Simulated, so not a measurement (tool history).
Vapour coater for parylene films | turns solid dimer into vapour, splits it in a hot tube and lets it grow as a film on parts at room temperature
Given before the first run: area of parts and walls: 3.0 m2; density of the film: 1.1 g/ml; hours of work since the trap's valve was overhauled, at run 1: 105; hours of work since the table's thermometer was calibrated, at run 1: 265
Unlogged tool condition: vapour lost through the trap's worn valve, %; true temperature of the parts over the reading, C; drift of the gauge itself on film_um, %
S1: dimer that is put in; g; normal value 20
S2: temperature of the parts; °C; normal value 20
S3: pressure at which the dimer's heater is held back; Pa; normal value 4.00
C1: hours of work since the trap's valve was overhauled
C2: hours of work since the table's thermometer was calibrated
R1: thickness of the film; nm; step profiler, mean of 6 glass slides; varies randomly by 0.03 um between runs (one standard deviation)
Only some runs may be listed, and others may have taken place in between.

run     day  S1  S2    S3   C1    C2    R1
  1   0.000  20  20  4.00  105   265  4620
  2   1.942  20  20  4.00  127   288  4560
  3   3.917  20  20  4.00  150   311  4580
  4   5.425  20  20  4.00  168   329  4590
  5   6.467  20  24  4.00  180   341  3770
  6   7.492  20  24  4.00  192   353  3740
  7   9.229  20  24  4.00  213   374  3690
      9.867  -- trap's valve overhauled
  8  10.746  20  24  4.00   10   389  3960
  9  12.133  20  24  4.00   27   406  3900
 10  13.950  10  24  4.00   48   427  1940
 11  15.821  20  20  4.00   70   449  4700
 12  17.675  20  20  4.00   92   471  4700
 13  18.508  20  20  4.00  101   481  4610
 14  19.975  20  20  4.00  119   498  4690
 15  21.558  20  20  4.00  137   516  4630
 16  23.325  20  20  4.00  158   537  4630
 17  25.296  20  20  4.00  181   560  4630
 18  26.175  20  20  4.00  191   571  4550
 19  27.954  20  25  4.00  212   591  3490
     28.604  -- trap's valve overhauled
 20  29.621  20  25  4.00   12   609  3710
 21  30.512  15  20  4.00   22   619  3600
 22  31.750  15  20  4.00   37   634  3590
 23  33.708  15  20  4.00   60   657  3550
 24  34.867  20  20  4.00   74   671  4730
 25  36.025  20  14  9.48   87   684  5480
 26  37.675  20  22  9.48  107   704  3660
 27  38.575  25  22  9.48  117   714  4550
 28  39.508  25  22  4.28  128   725  5240
 29  40.729  10  13  2.50  142   739  2870
 30  42.108  14  13  2.50  159   756  3900
 31  43.871  10  19  3.52  179   776  2440
 32  45.333   8  19  5.49  196   793  1830
 33  46.317  16  19  8.48  208   805  3440
     47.317  -- trap's valve overhauled
 34  47.479  16  19  8.48    2   817  3590
 35  49.279  10  14  4.00   23   838  2920
 36  51.121   9  20  4.00   45   859  2160
 37  52.238  20  16  4.33   58   873  5780
 38  53.404  20  16  4.33   71   886  5780
 39  55.012  21  16  2.92   90   905  6020
 40  56.150  24  22  6.39  104   918  4830
 41  57.250  24  13  7.22  117   931  6920
 42  58.779  17  23  4.00  135   949  3450
 43  59.896  20  20  8.31  148   962  4180
 44  60.892  20  20  8.31  159   974  4120
 45  61.917  10  20  4.00  171   986  2330
 46  62.729  16  23  4.00  181   996  3180
 47  64.058  12  27  9.02  196  1011  1720

Here are 3 independent what-if runs from the current tool condition. What would each one return?
     66.004  -- trap's valve overhauled
  A  66.004  11  21  2.31   0  1032   ?
     66.004  -- trap's valve overhauled
  B  66.004  20  13  2.29   0  1032   ?
     66.004  -- trap's valve overhauled
  C  66.004  27  22  9.88   0  1032   ?

run    R1
  A  2790
  B  5910
  C  5180
Had the tool no hidden state, the same runs would have come out as:
run    R1
  A  2670
  B  5950
  C  4940

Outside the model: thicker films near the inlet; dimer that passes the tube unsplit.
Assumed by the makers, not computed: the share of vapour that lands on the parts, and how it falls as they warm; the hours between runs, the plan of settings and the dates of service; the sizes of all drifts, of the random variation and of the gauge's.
